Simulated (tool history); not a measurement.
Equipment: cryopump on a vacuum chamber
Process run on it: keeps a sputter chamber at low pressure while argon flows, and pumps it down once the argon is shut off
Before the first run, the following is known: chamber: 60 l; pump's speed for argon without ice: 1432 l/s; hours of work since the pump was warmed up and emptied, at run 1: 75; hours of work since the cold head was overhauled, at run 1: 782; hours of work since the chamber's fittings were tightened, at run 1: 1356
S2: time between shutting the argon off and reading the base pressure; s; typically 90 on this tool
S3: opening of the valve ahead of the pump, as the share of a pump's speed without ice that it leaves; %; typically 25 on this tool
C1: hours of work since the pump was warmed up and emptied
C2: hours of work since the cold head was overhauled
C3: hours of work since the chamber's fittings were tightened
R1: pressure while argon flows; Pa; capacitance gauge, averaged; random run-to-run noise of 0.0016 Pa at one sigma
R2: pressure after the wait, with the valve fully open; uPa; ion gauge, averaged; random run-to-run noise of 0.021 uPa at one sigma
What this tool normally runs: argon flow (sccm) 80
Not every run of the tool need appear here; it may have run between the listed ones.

{"run": 1, "day": 0.0, "argon flow (sccm)": 80, "S2": 90, "S3": 25, "C1": 75, "C2": 782, "C3": 1356, "R1": 0.3835, "R2": 1.82}
{"run": 2, "day": 2.783, "argon flow (sccm)": 80, "S2": 90, "S3": 25, "C1": 131, "C2": 838, "C3": 1412, "R1": 0.3849, "R2": 1.99}
{"run": 3, "day": 6.042, "argon flow (sccm)": 69, "S2": 90, "S3": 25, "C1": 197, "C2": 904, "C3": 1477, "R1": 0.331, "R2": 2.03}
{"run": 4, "day": 9.038, "argon flow (sccm)": 69, "S2": 90, "S3": 25, "C1": 257, "C2": 964, "C3": 1537, "R1": 0.3349, "R2": 2.23}
{"run": 5, "day": 12.788, "argon flow (sccm)": 69, "S2": 90, "S3": 25, "C1": 332, "C2": 1039, "C3": 1613, "R1": 0.3356, "R2": 2.34}
{"run": 6, "day": 15.304, "argon flow (sccm)": 80, "S2": 90, "S3": 25, "C1": 383, "C2": 1090, "C3": 1663, "R1": 0.396, "R2": 2.43}
{"run": 7, "day": 17.025, "argon flow (sccm)": 80, "S2": 90, "S3": 25, "C1": 417, "C2": 1124, "C3": 1698, "R1": 0.3974, "R2": 2.63}
{"day": 19.008, "done": "leaking fittings of the chamber tightened, without venting"}
{"run": 8, "day": 19.975, "argon flow (sccm)": 80, "S2": 59, "S3": 25, "C1": 475, "C2": 1182, "C3": 19, "R1": 0.4027, "R2": 0.74}
{"run": 9, "day": 24.225, "argon flow (sccm)": 80, "S2": 59, "S3": 25, "C1": 560, "C2": 1267, "C3": 105, "R1": 0.4084, "R2": 0.88}
{"day": 27.688, "done": "pump warmed up, emptied and cooled again"}
{"run": 10, "day": 28.204, "argon flow (sccm)": 36, "S2": 90, "S3": 25, "C1": 10, "C2": 1343, "C3": 180, "R1": 0.1719, "R2": 0.71}
{"run": 11, "day": 32.138, "argon flow (sccm)": 36, "S2": 90, "S3": 25, "C1": 89, "C2": 1421, "C3": 259, "R1": 0.1725, "R2": 0.83}
{"run": 12, "day": 35.6, "argon flow (sccm)": 80, "S2": 90, "S3": 25, "C1": 159, "C2": 1491, "C3": 329, "R1": 0.3873, "R2": 0.89}
{"run": 13, "day": 38.612, "argon flow (sccm)": 80, "S2": 90, "S3": 25, "C1": 219, "C2": 1551, "C3": 389, "R1": 0.3918, "R2": 0.98}
{"run": 14, "day": 42.9, "argon flow (sccm)": 80, "S2": 90, "S3": 25, "C1": 305, "C2": 1637, "C3": 475, "R1": 0.3989, "R2": 1.09}
{"run": 15, "day": 46.129, "argon flow (sccm)": 80, "S2": 90, "S3": 25, "C1": 370, "C2": 1702, "C3": 540, "R1": 0.3959, "R2": 1.19}
{"run": 16, "day": 47.971, "argon flow (sccm)": 80, "S2": 87, "S3": 25, "C1": 407, "C2": 1739, "C3": 577, "R1": 0.4046, "R2": 1.26}
{"run": 17, "day": 50.017, "argon flow (sccm)": 80, "S2": 87, "S3": 25, "C1": 448, "C2": 1780, "C3": 618, "R1": 0.4044, "R2": 1.36}
{"run": 18, "day": 52.325, "argon flow (sccm)": 80, "S2": 87, "S3": 25, "C1": 494, "C2": 1827, "C3": 664, "R1": 0.4043, "R2": 1.38}
{"run": 19, "day": 54.075, "argon flow (sccm)": 80, "S2": 87, "S3": 25, "C1": 529, "C2": 1862, "C3": 699, "R1": 0.4073, "R2": 1.39}
{"run": 20, "day": 57.021, "argon flow (sccm)": 80, "S2": 87, "S3": 25, "C1": 589, "C2": 1921, "C3": 759, "R1": 0.4135, "R2": 1.62}
{"day": 58.946, "done": "pump warmed up, emptied and cooled again"}
{"run": 21, "day": 59.0, "argon flow (sccm)": 80, "S2": 87, "S3": 25, "C1": 1, "C2": 1956, "C3": 794, "R1": 0.3785, "R2": 1.33}
{"run": 22, "day": 61.738, "argon flow (sccm)": 101, "S2": 93, "S3": 21, "C1": 56, "C2": 2011, "C3": 849, "R1": 0.5702, "R2": 1.37}
{"run": 23, "day": 66.008, "argon flow (sccm)": 101, "S2": 93, "S3": 21, "C1": 142, "C2": 2097, "C3": 935, "R1": 0.5838, "R2": 1.55}
{"run": 24, "day": 69.275, "argon flow (sccm)": 33, "S2": 96, "S3": 38, "C1": 207, "C2": 2162, "C3": 1000, "R1": 0.1078, "R2": 1.59}
{"run": 25, "day": 71.692, "argon flow (sccm)": 33, "S2": 59, "S3": 38, "C1": 256, "C2": 2211, "C3": 1049, "R1": 0.1073, "R2": 1.76}
{"run": 26, "day": 74.621, "argon flow (sccm)": 38, "S2": 59, "S3": 38, "C1": 314, "C2": 2270, "C3": 1107, "R1": 0.1245, "R2": 1.9}
{"run": 27, "day": 77.829, "argon flow (sccm)": 80, "S2": 186, "S3": 25, "C1": 379, "C2": 2334, "C3": 1172, "R1": 0.3976, "R2": 1.75}
{"run": 28, "day": 80.571, "argon flow (sccm)": 47, "S2": 246, "S3": 25, "C1": 434, "C2": 2389, "C3": 1227, "R1": 0.2365, "R2": 1.86}
{"run": 29, "day": 84.712, "argon flow (sccm)": 41, "S2": 32, "S3": 58, "C1": 517, "C2": 2472, "C3": 1310, "R1": 0.0996, "R2": 2.76}
{"run": 30, "day": 88.05, "argon flow (sccm)": 80, "S2": 78, "S3": 25, "C1": 584, "C2": 2539, "C3": 1377, "R1": 0.4092, "R2": 2.41}
{"day": 90.196, "done": "pump warmed up, emptied and cooled again"}
{"run": 31, "day": 91.275, "argon flow (sccm)": 93, "S2": 41, "S3": 25, "C1": 22, "C2": 2600, "C3": 1437, "R1": 0.4408, "R2": 2.27}
{"run": 32, "day": 93.696, "argon flow (sccm)": 93, "S2": 41, "S3": 25, "C1": 70, "C2": 2648, "C3": 1486, "R1": 0.4442, "R2": 2.39}
{"run": 33, "day": 97.038, "argon flow (sccm)": 93, "S2": 41, "S3": 25, "C1": 137, "C2": 2715, "C3": 1553, "R1": 0.4482, "R2": 2.5}
{"run": 34, "day": 98.938, "argon flow (sccm)": 43, "S2": 70, "S3": 29, "C1": 175, "C2": 2753, "C3": 1591, "R1": 0.1805, "R2": 2.26}

Some steps in R1 between neighbouring runs. How much of each would the tool show without its hidden state too (settings, what came in, random variation), and how much is left for the hidden state, with any gauge scatter that isn't in both results?
Hidden state at play: pump's speed, % of a pump's without ice; cold plate's temperature, K; leak into the chamber, uPa l/s; drift of the gauge itself on working_pa, %; drift of the gauge itself on base_upa, %.
Run 9 -> 10: argon flow (sccm) 80 -> 36, S2 59 -> 90, pump warmed up, emptied and cooled again. R1 -0.2365 Pa: hidden state -0.0298, all else -0.2067.
Run 20 -> 21: pump warmed up, emptied and cooled again. R1 -0.0350 Pa: hidden state -0.0335, all else -0.0015.
Run 23 -> 24: argon flow (sccm) 101 -> 33, S2 93 -> 96, S3 21 -> 38. R1 -0.4760 Pa: hidden state -0.0059, all else -0.4701.
Run 26 -> 27: argon flow (sccm) 38 -> 80, S2 59 -> 186, S3 38 -> 25. R1 +0.2731 Pa: hidden state +0.0125, all else +0.2606.
Run 29 -> 30: argon flow (sccm) 41 -> 80, S2 32 -> 78, S3 58 -> 25. R1 +0.3096 Pa: hidden state +0.0191, all else +0.2905.
Run 30 -> 31: argon flow (sccm) 80 -> 93, S2 78 -> 41, pump warmed up, emptied and cooled again. R1 +0.0316 Pa: hidden state -0.0310, all else +0.0626.

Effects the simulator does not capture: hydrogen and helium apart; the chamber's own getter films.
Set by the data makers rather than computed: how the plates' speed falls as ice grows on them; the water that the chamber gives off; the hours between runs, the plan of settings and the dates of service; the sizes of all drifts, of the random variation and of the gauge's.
